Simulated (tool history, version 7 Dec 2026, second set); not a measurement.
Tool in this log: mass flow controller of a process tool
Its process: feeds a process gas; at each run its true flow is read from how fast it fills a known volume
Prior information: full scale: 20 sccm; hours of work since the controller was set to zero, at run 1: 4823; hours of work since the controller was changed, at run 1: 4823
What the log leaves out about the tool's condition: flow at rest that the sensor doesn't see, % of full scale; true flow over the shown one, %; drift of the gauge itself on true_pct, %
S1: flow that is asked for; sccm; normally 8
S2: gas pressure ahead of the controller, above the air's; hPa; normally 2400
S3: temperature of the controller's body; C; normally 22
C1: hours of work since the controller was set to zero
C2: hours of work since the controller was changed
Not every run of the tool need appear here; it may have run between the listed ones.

{"run": 1, "hour": 0.0, "S1": 8, "S2": 2400, "S3": 22, "C1": 4823, "C2": 4823, "true flow (%)": 97.72}
{"run": 2, "hour": 376.4, "S1": 8, "S2": 2660, "S3": 22, "C1": 5063, "C2": 5063, "true flow (%)": 97.88}
{"run": 3, "hour": 865.6, "S1": 8, "S2": 2660, "S3": 22, "C1": 5375, "C2": 5375, "true flow (%)": 98.02}
{"hour": 1157.4, "done": "controller's zero set anew"}
{"run": 4, "hour": 1287.3, "S1": 8, "S2": 2660, "S3": 22, "C1": 83, "C2": 5643, "true flow (%)": 98.15}
{"run": 5, "hour": 1610.3, "S1": 8, "S2": 1430, "S3": 22, "C1": 288, "C2": 5848, "true flow (%)": 97.18}
{"run": 6, "hour": 2033.0, "S1": 2, "S2": 1430, "S3": 22, "C1": 558, "C2": 6118, "true flow (%)": 100.52}
{"hour": 2146.4, "done": "controller's zero set anew, once more"}
{"run": 7, "hour": 2508.4, "S1": 2, "S2": 1430, "S3": 22, "C1": 230, "C2": 6420, "true flow (%)": 94.93}

Run 8 is up next; what results do you expect?
{"run": 8, "hour": 2781.5, "S1": 14, "S2": 1740, "S3": 21, "C1": 404, "C2": 6594, "true flow (%)": "?"}

true flow (%): 96.91
On a tool with no hidden condition, and with the same random variation, this run would have come out at true flow (%) 98.58.

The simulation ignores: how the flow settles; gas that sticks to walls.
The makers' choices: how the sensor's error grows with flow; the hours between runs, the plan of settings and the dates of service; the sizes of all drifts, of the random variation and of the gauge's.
